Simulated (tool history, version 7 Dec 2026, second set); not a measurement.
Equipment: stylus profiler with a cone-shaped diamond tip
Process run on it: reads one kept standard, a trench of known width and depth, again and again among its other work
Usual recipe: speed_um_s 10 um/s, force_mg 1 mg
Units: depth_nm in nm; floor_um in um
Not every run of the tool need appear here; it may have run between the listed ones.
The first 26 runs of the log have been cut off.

| run | hour | speed_um_s | force_mg | scans with this tip | hours of work since the height scale was calibrated | depth_nm | floor_um |
|---|---|---|---|---|---|---|---|
| 27 | 824 | 37 | 0.34 | 5362 | 378 | 502.44 | 25.38 |
| 28 | 848.5 | 9 | 0.41 | 5519 | 389 | 502.51 | 25.62 |
| 29 | 878.8 | 9 | 0.41 | 5713 | 403 | 502.89 | 25.6 |
| 30 | 919.7 | 10 | 0.57 | 5975 | 421 | 503.39 | 25.52 |
| 31 | 951.7 | 10 | 0.57 | 6180 | 435 | 503.56 | 25.54 |
| 32 | 984.9 | 34 | 1.24 | 6392 | 450 | 504.92 | 25.32 |
| 33 | 1010 | 10 | 1.3 | 6552 | 462 | 505.03 | 25.4 |
| 34 | 1036.6 | 2 | 0.83 | 6723 | 474 | 503.68 | 25.42 |
| 35 | 1071.1 | 5 | 1.33 | 6943 | 489 | 505.44 | 25.32 |
| 36 | 1094.2 | 13 | 1 | 7091 | 500 | 504.71 | 25.28 |
| 37 | 1134.7 | 35 | 0.79 | 7350 | 518 | 504.22 | 25.11 |
| 38 | 1167.1 | 16 | 1.79 | 7558 | 532 | 506.31 | 25.15 |
| 39 | 1198.1 | 16 | 1.79 | 7756 | 546 | 506.35 | 25.12 |
| 40 | 1223.8 | 16 | 1.79 | 7921 | 558 | 506.44 | 25.11 |
| 41 | 1261 | 14 | 0.36 | 8158 | 575 | 503.11 | 24.92 |
| 42 | 1289.7 | 14 | 0.36 | 8342 | 588 | 503.11 | 24.98 |
| 43 | 1320.5 | 11 | 1 | 8539 | 602 | 504.77 | 24.97 |
| 44 | 1348.5 | 11 | 1 | 8719 | 614 | 505.03 | 25.02 |
| 45 | 1368.8 | 11 | 1 | 8848 | 623 | 505.03 | 24.93 |
| 46 | 1400.8 | 3 | 2.43 | 9053 | 638 | 508.02 | 24.9 |
|  | 1436.2 | new tip fitted, height scale calibrated |
| 47 | 1438.5 | 16 | 1.11 | 15 | 1 | 503.73 | 27.2 |

Each row is a separate what-if for the run after 47, all from the same tool condition, not one after another. Results?
| A | 1462.9 | 17 | 2.02 | 171 | 12 | ? | ? |
| B | 1462.9 | 26 | 0.47 | 171 | 12 | ? | ? |
| C | 1462.9 | 14 | 2.14 | 171 | 12 | ? | ? |

| run | depth_nm | floor_um |
|---|---|---|
| A | 505.97 | 27.22 |
| B | 502.26 | 27.02 |
| C | 506.33 | 27.23 |
Without the tool's hidden state the same runs would have given:
| run | depth_nm | floor_um |
|---|---|---|
| A | 505.87 | 27.32 |
| B | 502.15 | 27.13 |
| C | 506.23 | 27.34 |
